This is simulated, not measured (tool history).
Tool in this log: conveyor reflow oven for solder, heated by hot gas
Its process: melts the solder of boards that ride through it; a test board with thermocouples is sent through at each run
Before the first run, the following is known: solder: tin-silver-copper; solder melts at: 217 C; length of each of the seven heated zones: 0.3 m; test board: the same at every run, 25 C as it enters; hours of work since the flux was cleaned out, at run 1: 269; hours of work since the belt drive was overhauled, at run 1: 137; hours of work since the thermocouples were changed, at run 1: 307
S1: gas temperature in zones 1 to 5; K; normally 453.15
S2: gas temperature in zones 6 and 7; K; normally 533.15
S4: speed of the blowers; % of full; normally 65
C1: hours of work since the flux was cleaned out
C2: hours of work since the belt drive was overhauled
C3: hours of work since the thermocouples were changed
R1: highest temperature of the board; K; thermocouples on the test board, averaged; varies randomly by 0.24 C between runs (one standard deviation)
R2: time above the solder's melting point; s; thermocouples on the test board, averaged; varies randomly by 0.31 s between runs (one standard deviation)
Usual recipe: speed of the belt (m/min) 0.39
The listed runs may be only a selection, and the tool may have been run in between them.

Run 1, day 0: usual settings; C1 269; C2 137; C3 307. Result: R1 519.15 K, R2 66.6 s.
Run 2, day 0.362: usual settings; C1 275; C2 143; C3 313. Result: R1 519.35 K, R2 66.6 s.
Run 3, day 0.917: usual settings; C1 285; C2 153; C3 322. Result: R1 518.75 K, R2 66.3 s.
Run 4, day 1.271: usual settings; C1 291; C2 159; C3 328. Result: R1 519.35 K, R2 66.4 s.
Run 5, day 1.858: usual settings but speed of the belt (m/min) 0.415; C1 301; C2 169; C3 339. Result: R1 516.85 K, R2 59.6 s.
Run 6, day 2.433: usual settings but S1 446.15 K, speed of the belt (m/min) 0.415; C1 311; C2 179; C3 348. Result: R1 515.65 K, R2 55 s.
Run 7, day 2.725: usual settings but S1 446.15 K, speed of the belt (m/min) 0.415; C1 316; C2 184; C3 353. Result: R1 515.95 K, R2 54.9 s.
Run 8, day 3.075: usual settings but S1 446.15 K, speed of the belt (m/min) 0.415; C1 322; C2 190; C3 359. Result: R1 515.75 K, R2 54.5 s.
At day 3.292: belt drive overhauled, speed set with a stopwatch.
Run 9, day 3.692: usual settings but S1 446.15 K, speed of the belt (m/min) 0.415; C1 330; C2 7; C3 367. Result: R1 516.05 K, R2 55.3 s.
Run 10, day 4.225: usual settings but S1 446.15 K, speed of the belt (m/min) 0.415; C1 339; C2 16; C3 376. Result: R1 515.35 K, R2 54.9 s.
Run 11, day 4.621: usual settings but speed of the belt (m/min) 0.377; C1 346; C2 23; C3 383. Result: R1 519.65 K, R2 70.1 s.
At day 5.05: belt drive overhauled, speed set with a stopwatch, once more.
Run 12, day 5.362: usual settings but S1 452.15 K, S2 538.15 K, speed of the belt (m/min) 0.316, S4 51 % of full; C1 355; C2 5; C3 393. Result: R1 525.55 K, R2 89.7 s.
Run 13, day 5.779: usual settings but S1 462.15 K, speed of the belt (m/min) 0.436, S4 54 % of full; C1 363; C2 13; C3 400. Result: R1 515.05 K, R2 55.8 s.
Run 14, day 6.175: usual settings but S1 439.15 K, S2 522.15 K, speed of the belt (m/min) 0.379; C1 369; C2 19; C3 407. Result: R1 507.65 K, R2 47 s.
Run 15, day 6.638: usual settings but S1 461.15 K, S2 535.15 K, speed of the belt (m/min) 0.336; C1 377; C2 27; C3 415. Result: R1 525.95 K, R2 89.8 s.
Run 16, day 6.946: usual settings but S1 456.15 K, S2 535.15 K, speed of the belt (m/min) 0.346; C1 383; C2 33; C3 420. Result: R1 524.15 K, R2 82.9 s.
Run 17, day 7.492: usual settings but S2 545.15 K, S4 55 % of full; C1 392; C2 42; C3 430. Result: R1 526.65 K, R2 71.6 s.
Run 18, day 7.988: usual settings but S2 545.15 K, S4 55 % of full; C1 401; C2 50; C3 438. Result: R1 526.85 K, R2 71.5 s.

Measured result minus the same run's result without the hidden state. Both carry the same run-to-run variation, though not necessarily the same gauge scatter:
What the log doesn't record here: heat that the gas passes to the board, % of a clean oven's; belt's true speed, % of the reading; true gas temperature in zones 6 and 7 over the reading, C; drift of the gauge itself on peak_c, C; drift of the gauge itself on liquid_s, %.
run    R1    R2
  1    -1  -1.4
  2    -1  -1.4
  3  -1.1  -1.4
  4  -1.1  -1.5
  5  -1.2  -1.8
  6  -1.4  -2.1
  7  -1.4    -2
  8  -1.5  -2.1
  9  -1.4    -2
 10  -1.4  -2.1
 11  -1.1  -1.5
 12  -0.9  -1.5
 13  -1.4  -2.4
 14  -1.5  -3.6
 15  -0.9  -1.4
 16  -1.2  -1.8
 17  -1.6  -1.9
 18  -1.7    -2
